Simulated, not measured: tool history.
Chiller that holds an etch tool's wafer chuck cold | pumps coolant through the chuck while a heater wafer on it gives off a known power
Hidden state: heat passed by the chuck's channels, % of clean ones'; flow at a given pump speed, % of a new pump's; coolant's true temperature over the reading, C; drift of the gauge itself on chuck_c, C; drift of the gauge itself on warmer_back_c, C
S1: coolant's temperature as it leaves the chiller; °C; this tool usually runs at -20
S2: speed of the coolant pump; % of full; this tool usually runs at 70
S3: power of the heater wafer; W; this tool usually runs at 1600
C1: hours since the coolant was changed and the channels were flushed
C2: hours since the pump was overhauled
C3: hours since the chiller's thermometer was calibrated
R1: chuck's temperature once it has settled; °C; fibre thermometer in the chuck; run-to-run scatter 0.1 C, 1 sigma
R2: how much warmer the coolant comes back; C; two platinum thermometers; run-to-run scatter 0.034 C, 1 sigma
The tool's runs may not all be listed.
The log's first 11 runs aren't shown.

run	hour	S1	S2	S3	C1	C2	C3	R1	R2
12	1459.6	-20	70	1000	3578	2287	1988	-8.4	3.11
13	1641.7	-20	70	1600	3760	2469	2170	-1.6	5.03
14	1770.2	-20	70	1360	3889	2597	2298	-4.2	4.29
15	1946.9	-20	70	1360	4065	2774	2475	-4.4	4.29
16	2070.1	-20	70	1360	4189	2897	2598	-4.2	4.3
17	2223.2	-20	70	2304	4342	3050	2751	6.5	7.27
18	2317.2	-22	65	1341	4436	3144	2845	-5.7	4.57
19	2492.4	-22	65	1341	4611	3319	3020	-5.5	4.55
20	2581.6	-22	65	1341	4700	3409	3110	-5.5	4.54
21	2713.1	-11	65	1970	4832	3540	3241	13	6.72
22	2843.4	-11	65	1970	4962	3670	3371	12.9	6.62
23	3016.7	-11	65	890	5135	3844	3545	-0.1	3.06
24	3154.7	-26	64	1458	5273	3982	3683	-8	5.04
25	3264.1	-17	70	1787	5383	4091	3792	3.8	5.56
26	3357.8	-24	62	1130	5476	4185	3886	-9.6	3.99
# hour 3388.3: chiller's thermometer calibrated
27	3506.9	-20	83	1600	5624	4333	119	-3.7	4.2
28	3591.1	-30	73	1703	5709	4417	203	-10.9	5.11

Estimate the outcome of run 29 from the log above:
29	3706.8	-30	73	1503	5824	4533	319	?	?

R1: -13.2 °C
R2: 4.51 C
Had the tool carried no hidden state, the very same run would have given R1 -13.2 °C, R2 4.51 C.
